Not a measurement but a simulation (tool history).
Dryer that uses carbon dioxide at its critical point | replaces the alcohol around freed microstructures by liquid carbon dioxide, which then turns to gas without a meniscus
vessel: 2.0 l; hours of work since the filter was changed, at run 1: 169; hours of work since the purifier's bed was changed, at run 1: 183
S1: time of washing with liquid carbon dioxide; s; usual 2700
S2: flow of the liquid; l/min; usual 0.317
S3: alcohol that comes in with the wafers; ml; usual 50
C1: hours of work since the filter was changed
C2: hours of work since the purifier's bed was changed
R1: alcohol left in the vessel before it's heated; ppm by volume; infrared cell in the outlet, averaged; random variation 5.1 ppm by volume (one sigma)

Run 1, hour 0.0: usual settings; C1 169; C2 183. Result: R1 180 ppm by volume.
Run 2, hour 17.6: usual settings; C1 176; C2 190. Result: R1 184 ppm by volume.
Run 3, hour 27.8: usual settings; C1 180; C2 194. Result: R1 189 ppm by volume.
Run 4, hour 41.6: usual settings but S2 0.233 l/min; C1 186; C2 200. Result: R1 600 ppm by volume.
Run 5, hour 54.6: usual settings but S2 0.233 l/min; C1 191; C2 205. Result: R1 625 ppm by volume.
Run 6, hour 66.1: usual settings but S2 0.233 l/min; C1 196; C2 210. Result: R1 619 ppm by volume.
Run 7, hour 89.1: usual settings but S2 0.233 l/min; C1 205; C2 219. Result: R1 655 ppm by volume.
Run 8, hour 108.4: usual settings; C1 213; C2 227. Result: R1 223 ppm by volume.
Run 9, hour 129.8: usual settings; C1 222; C2 236. Result: R1 225 ppm by volume.
Run 10, hour 142.5: usual settings but S3 45 ml; C1 227; C2 241. Result: R1 216 ppm by volume.
Run 11, hour 156.4: usual settings; C1 233; C2 247. Result: R1 231 ppm by volume.
Run 12, hour 166.2: usual settings but S1 3480 s; C1 237; C2 251. Result: R1 126 ppm by volume.
At hour 176.9: inlet filter changed.
Run 13, hour 185.2: usual settings; C1 3; C2 258. Result: R1 141 ppm by volume.
Run 14, hour 207.1: usual settings; C1 12; C2 267. Result: R1 159 ppm by volume.
Run 15, hour 227.6: usual settings; C1 21; C2 275. Result: R1 152 ppm by volume.
Run 16, hour 240.3: usual settings but S3 86 ml; C1 26; C2 280. Result: R1 206 ppm by volume.
Run 17, hour 262.7: usual settings but S3 86 ml; C1 35; C2 290. Result: R1 217 ppm by volume.
Run 18, hour 281.2: usual settings but S3 59 ml; C1 43; C2 297. Result: R1 174 ppm by volume.
Run 19, hour 304.4: usual settings but S2 0.321 l/min; C1 52; C2 307. Result: R1 168 ppm by volume.
Run 20, hour 314.6: usual settings but S2 0.321 l/min; C1 56; C2 311. Result: R1 163 ppm by volume.
Run 21, hour 338.0: usual settings but S2 0.321 l/min; C1 66; C2 320. Result: R1 181 ppm by volume.
Run 22, hour 353.2: usual settings but S2 0.321 l/min; C1 72; C2 327. Result: R1 182 ppm by volume.
Run 23, hour 369.5: usual settings; C1 79; C2 333. Result: R1 189 ppm by volume.
Run 24, hour 388.9: usual settings but S1 2640 s, S2 0.377 l/min, S3 28 ml; C1 87; C2 341. Result: R1 122 ppm by volume.
Run 25, hour 399.0: usual settings but S1 4260 s, S2 0.221 l/min, S3 28 ml; C1 91; C2 345. Result: R1 139 ppm by volume.
Run 26, hour 420.2: usual settings but S1 4260 s, S2 0.485 l/min, S3 28 ml; C1 99; C2 354. Result: R1 111 ppm by volume.
Run 27, hour 434.5: usual settings but S1 4140 s, S2 0.327 l/min, S3 28 ml; C1 105; C2 360. Result: R1 116 ppm by volume.
Run 28, hour 447.4: usual settings but S3 92 ml; C1 110; C2 365. Result: R1 305 ppm by volume.
Run 29, hour 458.3: usual settings but S3 92 ml; C1 115; C2 369. Result: R1 309 ppm by volume.
Run 30, hour 479.0: usual settings but S2 0.204 l/min, S3 33 ml; C1 123; C2 378. Result: R1 640 ppm by volume.
Run 31, hour 495.9: usual settings but S2 0.204 l/min, S3 33 ml; C1 130; C2 385. Result: R1 635 ppm by volume.
Run 32, hour 511.8: usual settings but S1 2580 s, S2 0.459 l/min; C1 137; C2 391. Result: R1 141 ppm by volume.
Run 33, hour 527.9: usual settings but S2 0.193 l/min; C1 143; C2 398. Result: R1 1071 ppm by volume.
Run 34, hour 541.7: usual settings but S1 3480 s, S2 0.383 l/min; C1 149; C2 403. Result: R1 145 ppm by volume.
Run 35, hour 553.6: usual settings but S1 1920 s, S2 0.215 l/min; C1 154; C2 408. Result: R1 2061 ppm by volume.
Run 36, hour 576.4: usual settings but S1 1920 s, S2 0.215 l/min; C1 163; C2 418. Result: R1 2120 ppm by volume.
Run 37, hour 596.5: usual settings but S1 1920 s, S2 0.215 l/min, S3 40 ml; C1 171; C2 426. Result: R1 1783 ppm by volume.
Run 38, hour 618.2: usual settings but S1 3960 s, S3 93 ml; C1 180; C2 435. Result: R1 156 ppm by volume.
Run 39, hour 636.3: usual settings but S1 3960 s, S3 93 ml; C1 187; C2 442. Result: R1 158 ppm by volume.
Run 40, hour 647.8: usual settings but S1 3240 s; C1 192; C2 447. Result: R1 197 ppm by volume.
Run 41, hour 670.0: usual settings but S1 2280 s, S2 0.364 l/min, S3 41 ml; C1 201; C2 456. Result: R1 285 ppm by volume.
Run 42, hour 692.3: usual settings but S1 1980 s, S2 0.364 l/min, S3 41 ml; C1 210; C2 465. Result: R1 414 ppm by volume.
Run 43, hour 703.1: usual settings but S1 3960 s, S2 0.397 l/min, S3 96 ml; C1 215; C2 469. Result: R1 153 ppm by volume.
Run 44, hour 724.1: usual settings but S1 3960 s, S2 0.397 l/min, S3 96 ml; C1 223; C2 478. Result: R1 152 ppm by volume.
Run 45, hour 747.8: usual settings but S1 2520 s, S2 0.254 l/min, S3 93 ml; C1 233; C2 488. Result: R1 1258 ppm by volume.

How the hidden state differs across the entries between the runs, from the last listed run before each to the first after it:
Between runs 12 and 13: inlet filter changed (hour 176.9)
  flow that reaches the vessel past the clogged filter, %: 83.8 -> 99.2; alcohol in the recycled carbon dioxide, ppm: 80.4 -> 82.7
  measured less the result without the state, R1: +103 -> +80 ppm by volume
